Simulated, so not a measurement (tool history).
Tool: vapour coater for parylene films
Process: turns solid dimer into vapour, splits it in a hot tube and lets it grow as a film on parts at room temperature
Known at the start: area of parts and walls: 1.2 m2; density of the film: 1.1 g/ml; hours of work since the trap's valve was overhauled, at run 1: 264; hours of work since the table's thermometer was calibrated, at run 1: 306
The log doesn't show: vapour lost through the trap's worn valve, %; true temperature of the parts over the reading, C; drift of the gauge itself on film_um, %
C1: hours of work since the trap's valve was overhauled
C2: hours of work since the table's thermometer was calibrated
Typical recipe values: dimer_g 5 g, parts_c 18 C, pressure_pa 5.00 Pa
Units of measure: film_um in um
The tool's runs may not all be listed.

run 1 hour=0.0 | dimer_g=5 parts_c=18 pressure_pa=5.00 | C1=264 C2=306 | film_um=2.84
run 2 hour=16.7 | dimer_g=2 parts_c=18 pressure_pa=5.00 | C1=278 C2=319 | film_um=1.14
run 3 hour=42.0 | dimer_g=2 parts_c=18 pressure_pa=5.00 | C1=298 C2=340 | film_um=1.12
run 4 hour=71.5 | dimer_g=2 parts_c=18 pressure_pa=5.00 | C1=322 C2=364 | film_um=1.14
run 5 hour=107.1 | dimer_g=5 parts_c=18 pressure_pa=7.84 | C1=350 C2=392 | film_um=2.70
run 6 hour=140.1 | dimer_g=5 parts_c=18 pressure_pa=7.84 | C1=377 C2=419 | film_um=2.75
run 7 hour=170.8 | dimer_g=5 parts_c=18 pressure_pa=7.84 | C1=402 C2=443 | film_um=2.71
run 8 hour=205.9 | dimer_g=5 parts_c=18 pressure_pa=7.84 | C1=430 C2=472 | film_um=2.73
run 9 hour=222.7 | dimer_g=5 parts_c=18 pressure_pa=2.36 | C1=444 C2=485 | film_um=3.08
run 10 hour=237.5 | dimer_g=5 parts_c=25 pressure_pa=5.00 | C1=456 C2=497 | film_um=2.51
run 11 hour=254.0 | dimer_g=6 parts_c=18 pressure_pa=5.00 | C1=469 C2=511 | film_um=3.38
run 12 hour=286.7 | dimer_g=5 parts_c=18 pressure_pa=5.00 | C1=495 C2=537 | film_um=2.84
run 13 hour=307.6 | dimer_g=8 parts_c=18 pressure_pa=5.00 | C1=512 C2=554 | film_um=4.55
run 14 hour=342.3 | dimer_g=8 parts_c=18 pressure_pa=5.00 | C1=540 C2=582 | film_um=4.56
run 15 hour=376.2 | dimer_g=5 parts_c=17 pressure_pa=5.00 | C1=567 C2=609 | film_um=2.91
run 16 hour=407.4 | dimer_g=4 parts_c=18 pressure_pa=5.00 | C1=592 C2=634 | film_um=2.27
run 17 hour=441.6 | dimer_g=5 parts_c=25 pressure_pa=5.00 | C1=620 C2=662 | film_um=2.53
-- hour=469.7 trap's valve overhauled
run 18 hour=480.7 | dimer_g=6 parts_c=18 pressure_pa=5.00 | C1=9 C2=690 | film_um=3.42
run 19 hour=516.0 | dimer_g=6 parts_c=18 pressure_pa=5.00 | C1=37 C2=718 | film_um=3.41
run 20 hour=543.0 | dimer_g=6 parts_c=18 pressure_pa=5.00 | C1=59 C2=740 | film_um=3.43
run 21 hour=569.4 | dimer_g=6 parts_c=18 pressure_pa=5.00 | C1=80 C2=761 | film_um=3.42
run 22 hour=595.1 | dimer_g=6 parts_c=18 pressure_pa=5.00 | C1=101 C2=782 | film_um=3.42
run 23 hour=617.0 | dimer_g=5 parts_c=18 pressure_pa=8.12 | C1=119 C2=800 | film_um=2.71
run 24 hour=642.2 | dimer_g=6 parts_c=18 pressure_pa=4.16 | C1=139 C2=820 | film_um=3.46
run 25 hour=665.6 | dimer_g=6 parts_c=18 pressure_pa=4.16 | C1=158 C2=839 | film_um=3.48
run 26 hour=683.1 | dimer_g=7 parts_c=18 pressure_pa=3.07 | C1=172 C2=853 | film_um=4.19
run 27 hour=703.0 | dimer_g=7 parts_c=18 pressure_pa=3.07 | C1=188 C2=869 | film_um=4.19
run 28 hour=730.4 | dimer_g=4 parts_c=18 pressure_pa=3.04 | C1=210 C2=891 | film_um=2.40
run 29 hour=755.7 | dimer_g=2 parts_c=10 pressure_pa=5.00 | C1=230 C2=911 | film_um=1.33
run 30 hour=783.4 | dimer_g=2 parts_c=12 pressure_pa=5.00 | C1=253 C2=934 | film_um=1.25
run 31 hour=809.1 | dimer_g=3 parts_c=10 pressure_pa=5.00 | C1=273 C2=954 | film_um=1.98
run 32 hour=826.5 | dimer_g=8 parts_c=22 pressure_pa=5.00 | C1=287 C2=968 | film_um=4.24
run 33 hour=845.3 | dimer_g=8 parts_c=22 pressure_pa=5.00 | C1=303 C2=984 | film_um=4.21
run 34 hour=865.5 | dimer_g=6 parts_c=21 pressure_pa=10.51 | C1=319 C2=1000 | film_um=2.98
run 35 hour=884.0 | dimer_g=6 parts_c=27 pressure_pa=7.43 | C1=334 C2=1015 | film_um=2.78
run 36 hour=909.8 | dimer_g=5 parts_c=17 pressure_pa=7.37 | C1=355 C2=1036 | film_um=2.78
run 37 hour=925.9 | dimer_g=5 parts_c=17 pressure_pa=7.37 | C1=368 C2=1049 | film_um=2.77
run 38 hour=954.1 | dimer_g=3 parts_c=17 pressure_pa=3.27 | C1=390 C2=1071 | film_um=1.80
run 39 hour=986.3 | dimer_g=5 parts_c=28 pressure_pa=2.46 | C1=416 C2=1097 | film_um=2.53
run 40 hour=1006.8 | dimer_g=8 parts_c=27 pressure_pa=5.00 | C1=433 C2=1114 | film_um=3.81
run 41 hour=1041.1 | dimer_g=2 parts_c=18 pressure_pa=2.19 | C1=460 C2=1141 | film_um=1.27
run 42 hour=1077.2 | dimer_g=3 parts_c=18 pressure_pa=2.19 | C1=489 C2=1170 | film_um=1.84
run 43 hour=1104.6 | dimer_g=3 parts_c=18 pressure_pa=2.19 | C1=512 C2=1193 | film_um=1.87
run 44 hour=1135.9 | dimer_g=3 parts_c=10 pressure_pa=2.19 | C1=537 C2=1218 | film_um=2.14
run 45 hour=1167.4 | dimer_g=8 parts_c=24 pressure_pa=3.88 | C1=562 C2=1243 | film_um=4.15
run 46 hour=1187.8 | dimer_g=5 parts_c=18 pressure_pa=5.14 | C1=579 C2=1260 | film_um=2.82

Predict each of these 5 candidate next runs independently; none follows another, all start after run 46:
-- hour=1200.0 table's thermometer calibrated
run A hour=1210.5 | dimer_g=5 parts_c=18 pressure_pa=2.30 | C1=596 C2=8 | film_um=?
-- hour=1200.0 table's thermometer calibrated
run B hour=1210.5 | dimer_g=7 parts_c=18 pressure_pa=4.52 | C1=596 C2=8 | film_um=?
-- hour=1200.0 table's thermometer calibrated
run C hour=1210.5 | dimer_g=5 parts_c=23 pressure_pa=5.00 | C1=596 C2=8 | film_um=?
-- hour=1200.0 table's thermometer calibrated
run D hour=1210.5 | dimer_g=5 parts_c=16 pressure_pa=4.00 | C1=596 C2=8 | film_um=?
-- hour=1200.0 table's thermometer calibrated
run E hour=1210.5 | dimer_g=2 parts_c=11 pressure_pa=3.39 | C1=596 C2=8 | film_um=?

run=A film_um=3.07
run=B film_um=4.02
run=C film_um=2.55
run=D film_um=3.01
run=E film_um=1.32
Had the tool no hidden state, the same runs would have come out as:
run=A film_um=3.08
run=B film_um=4.04
run=C film_um=2.56
run=D film_um=3.02
run=E film_um=1.33
